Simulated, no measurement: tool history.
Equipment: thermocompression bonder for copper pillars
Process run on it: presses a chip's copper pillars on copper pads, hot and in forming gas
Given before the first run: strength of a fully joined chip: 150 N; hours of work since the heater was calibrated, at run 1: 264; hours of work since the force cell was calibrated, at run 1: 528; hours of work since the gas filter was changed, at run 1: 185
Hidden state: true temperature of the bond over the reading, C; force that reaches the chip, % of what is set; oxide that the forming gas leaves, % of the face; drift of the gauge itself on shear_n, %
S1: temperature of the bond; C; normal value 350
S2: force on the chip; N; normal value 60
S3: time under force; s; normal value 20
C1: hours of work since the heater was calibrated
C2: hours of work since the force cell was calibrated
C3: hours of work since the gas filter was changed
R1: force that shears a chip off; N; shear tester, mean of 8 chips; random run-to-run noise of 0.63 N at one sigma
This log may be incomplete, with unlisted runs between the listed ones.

Run 1, hour 0: usual settings; C1 264; C2 528; C3 185. Result: R1 86.3 N.
At hour 2.3: forming gas filter changed.
Run 2, hour 7.8: usual settings but S1 371 C; C1 269; C2 533; C3 4. Result: R1 101.7 N.
Run 3, hour 17.2: usual settings; C1 275; C2 539; C3 10. Result: R1 90.5 N.
Run 4, hour 28.3: usual settings; C1 283; C2 547; C3 18. Result: R1 90.8 N.
Run 5, hour 33.8: usual settings; C1 286; C2 550; C3 22. Result: R1 90.8 N.
Run 6, hour 41.3: usual settings; C1 292; C2 556; C3 27. Result: R1 89.7 N.
Run 7, hour 53.1: usual settings; C1 300; C2 564; C3 35. Result: R1 89.8 N.
Run 8, hour 59.5: usual settings; C1 304; C2 568; C3 39. Result: R1 90.2 N.
Run 9, hour 68.7: usual settings; C1 310; C2 574; C3 46. Result: R1 88.9 N.
Run 10, hour 81.4: usual settings but S2 53 N; C1 319; C2 583; C3 54. Result: R1 84 N.
Run 11, hour 90.4: usual settings but S1 322 C; C1 325; C2 589; C3 61. Result: R1 73.2 N.
Run 12, hour 100.5: usual settings but S1 322 C; C1 332; C2 596; C3 67. Result: R1 73.5 N.
Run 13, hour 106.7: usual settings but S1 322 C; C1 337; C2 600; C3 72. Result: R1 74.3 N.
Run 14, hour 113.8: usual settings but S1 322 C, S2 72 N; C1 341; C2 605; C3 77. Result: R1 82.1 N.
Run 15, hour 121.5: usual settings but S1 359 C, S3 19 s; C1 347; C2 611; C3 82. Result: R1 91.8 N.
Run 16, hour 128.5: usual settings but S1 372 C, S2 45 N, S3 22 s; C1 352; C2 615; C3 87. Result: R1 89.7 N.
Run 17, hour 136.9: usual settings but S1 373 C, S3 17 s; C1 357; C2 621; C3 92. Result: R1 95.3 N.
Run 18, hour 150: usual settings but S1 373 C, S3 17 s; C1 366; C2 630; C3 101. Result: R1 94.9 N.
Run 19, hour 157.9: usual settings but S1 353 C, S2 54 N, S3 38 s; C1 372; C2 636; C3 107. Result: R1 102.1 N.
Run 20, hour 163.2: usual settings but S1 353 C, S2 54 N, S3 38 s; C1 375; C2 639; C3 111. Result: R1 101.7 N.
Run 21, hour 171.8: usual settings but S1 353 C, S2 37 N, S3 24 s; C1 381; C2 645; C3 116. Result: R1 73.3 N.
Run 22, hour 179.2: usual settings but S1 356 C, S2 66 N, S3 32 s; C1 386; C2 650; C3 121. Result: R1 105.7 N.
Run 23, hour 189.8: usual settings but S1 361 C, S2 49 N, S3 40 s; C1 394; C2 658; C3 129. Result: R1 102.3 N.
Run 24, hour 195.5: usual settings but S1 334 C, S2 83 N, S3 22 s; C1 397; C2 661; C3 133. Result: R1 93.4 N.
Run 25, hour 207.1: usual settings but S1 335 C, S2 80 N, S3 22 s; C1 405; C2 669; C3 141. Result: R1 92.7 N.
Run 26, hour 216.5: usual settings but S1 335 C, S2 44 N, S3 22 s; C1 412; C2 676; C3 147. Result: R1 68.5 N.
Run 27, hour 229.4: usual settings but S1 335 C, S2 44 N, S3 22 s; C1 421; C2 685; C3 156. Result: R1 69.3 N.

What will run 28 give?
Run 28, hour 238.5: usual settings but S1 348 C, S2 46 N, S3 28 s; C1 427; C2 691; C3 162. Result: R1 ?.

{"run 28": {"R1": 83.9}}
Without the tool's hidden state the same run would have given R1 89.2 N.
